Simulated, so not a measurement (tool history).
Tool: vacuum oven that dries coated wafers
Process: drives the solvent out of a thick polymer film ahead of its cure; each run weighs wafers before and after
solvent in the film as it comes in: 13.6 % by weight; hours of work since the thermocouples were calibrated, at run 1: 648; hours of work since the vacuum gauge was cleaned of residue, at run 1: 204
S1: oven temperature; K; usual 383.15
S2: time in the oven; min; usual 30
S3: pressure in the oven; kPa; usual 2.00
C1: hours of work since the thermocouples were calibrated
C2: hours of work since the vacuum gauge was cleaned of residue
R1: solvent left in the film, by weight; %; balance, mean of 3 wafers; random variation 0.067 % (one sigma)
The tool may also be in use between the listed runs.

| run | hour | S1 | S2 | S3 | C1 | C2 | R1 |
|---|---|---|---|---|---|---|---|
| 1 | 0.0 | 383.15 | 30 | 2.00 | 648 | 204 | 4.37 |
| 2 | 22.6 | 383.15 | 30 | 2.00 | 661 | 217 | 4.44 |
| 3 | 35.4 | 383.15 | 30 | 2.00 | 668 | 224 | 4.34 |
| 4 | 55.9 | 383.15 | 30 | 2.00 | 679 | 235 | 4.44 |
| 5 | 66.4 | 383.15 | 30 | 2.00 | 685 | 241 | 4.41 |
| 6 | 76.9 | 383.15 | 30 | 1.77 | 691 | 247 | 4.11 |
| 7 | 92.7 | 369.15 | 30 | 1.77 | 700 | 256 | 7.64 |
| 8 | 105.9 | 369.15 | 30 | 1.77 | 707 | 264 | 7.37 |
| 9 | 126.3 | 369.15 | 30 | 3.91 | 719 | 275 | 9.97 |
| 10 | 142.9 | 369.15 | 30 | 3.91 | 728 | 284 | 10.07 |
| 11 | 154.1 | 369.15 | 30 | 3.91 | 734 | 291 | 10.09 |
| 12 | 172.4 | 369.15 | 30 | 3.91 | 745 | 301 | 9.80 |
| 13 | 185.2 | 369.15 | 30 | 3.91 | 752 | 308 | 9.83 |
| 14 | 203.7 | 383.15 | 30 | 3.04 | 762 | 318 | 5.35 |
| 15 | 221.6 | 383.15 | 30 | 3.04 | 772 | 328 | 5.40 |
| 16 | 232.3 | 383.15 | 30 | 3.04 | 778 | 334 | 5.42 |
| 17 | 251.7 | 383.15 | 30 | 3.04 | 789 | 345 | 5.37 |
| 18 | 270.8 | 383.15 | 30 | 3.04 | 800 | 356 | 5.42 |
|  | 279.8 | oven's thermocouples calibrated |
| 19 | 287.4 | 383.15 | 30 | 3.04 | 4 | 364 | 5.33 |
| 20 | 305.8 | 383.15 | 30 | 2.00 | 15 | 375 | 4.27 |
| 21 | 326.0 | 383.15 | 30 | 2.00 | 26 | 386 | 4.31 |
| 22 | 336.7 | 383.15 | 30 | 2.00 | 32 | 392 | 4.41 |
| 23 | 355.9 | 383.15 | 30 | 2.00 | 43 | 403 | 4.35 |
|  | 378.1 | oven's thermocouples calibrated, once more |
| 24 | 378.2 | 386.15 | 21 | 1.07 | 0 | 414 | 4.41 |
| 25 | 387.8 | 387.15 | 30 | 6.61 | 5 | 420 | 7.82 |
| 26 | 408.1 | 387.15 | 30 | 6.61 | 17 | 431 | 8.03 |
| 27 | 423.3 | 377.15 | 30 | 4.48 | 25 | 439 | 8.64 |
| 28 | 441.6 | 386.15 | 23 | 4.48 | 36 | 450 | 6.78 |
| 29 | 453.3 | 393.15 | 24 | 1.84 | 42 | 456 | 2.96 |
| 30 | 463.3 | 383.15 | 30 | 1.61 | 48 | 462 | 4.36 |
| 31 | 476.5 | 372.15 | 35 | 2.00 | 55 | 469 | 6.75 |
| 32 | 488.8 | 373.15 | 30 | 5.25 | 62 | 476 | 10.74 |
| 33 | 500.9 | 372.15 | 30 | 2.00 | 69 | 483 | 7.50 |
| 34 | 515.3 | 374.15 | 47 | 6.53 | 77 | 491 | 11.35 |
| 35 | 538.6 | 374.15 | 25 | 3.59 | 90 | 504 | 8.96 |
| 36 | 554.4 | 373.15 | 52 | 1.76 | 99 | 513 | 5.23 |
| 37 | 572.6 | 373.15 | 41 | 3.82 | 109 | 523 | 8.36 |
| 38 | 585.5 | 379.15 | 34 | 2.84 | 116 | 531 | 5.98 |
| 39 | 604.7 | 374.15 | 16 | 1.47 | 127 | 541 | 8.27 |
| 40 | 628.2 | 373.15 | 30 | 1.47 | 140 | 554 | 6.51 |
| 41 | 644.0 | 390.15 | 30 | 1.42 | 149 | 563 | 2.72 |
| 42 | 662.3 | 372.15 | 26 | 2.92 | 160 | 574 | 8.78 |
| 43 | 684.5 | 377.15 | 34 | 7.18 | 172 | 586 | 11.31 |
| 44 | 695.7 | 377.15 | 34 | 7.18 | 178 | 592 | 11.20 |
| 45 | 718.2 | 383.15 | 54 | 1.16 | 191 | 605 | 2.35 |

3 ways to go on from here, each from the tool as it stands after run 45. What would each give?
| A | 729.4 | 389.15 | 34 | 2.00 | 197 | 611 | ? |
| B | 729.4 | 383.15 | 54 | 1.43 | 197 | 611 | ? |
| C | 729.4 | 391.15 | 35 | 3.13 | 197 | 611 | ? |

| run | R1 |
|---|---|
| A | 3.15 |
| B | 2.73 |
| C | 3.67 |
Without the tool's hidden state the same runs would have given:
| run | R1 |
|---|---|
| A | 2.89 |
| B | 2.39 |
| C | 3.41 |

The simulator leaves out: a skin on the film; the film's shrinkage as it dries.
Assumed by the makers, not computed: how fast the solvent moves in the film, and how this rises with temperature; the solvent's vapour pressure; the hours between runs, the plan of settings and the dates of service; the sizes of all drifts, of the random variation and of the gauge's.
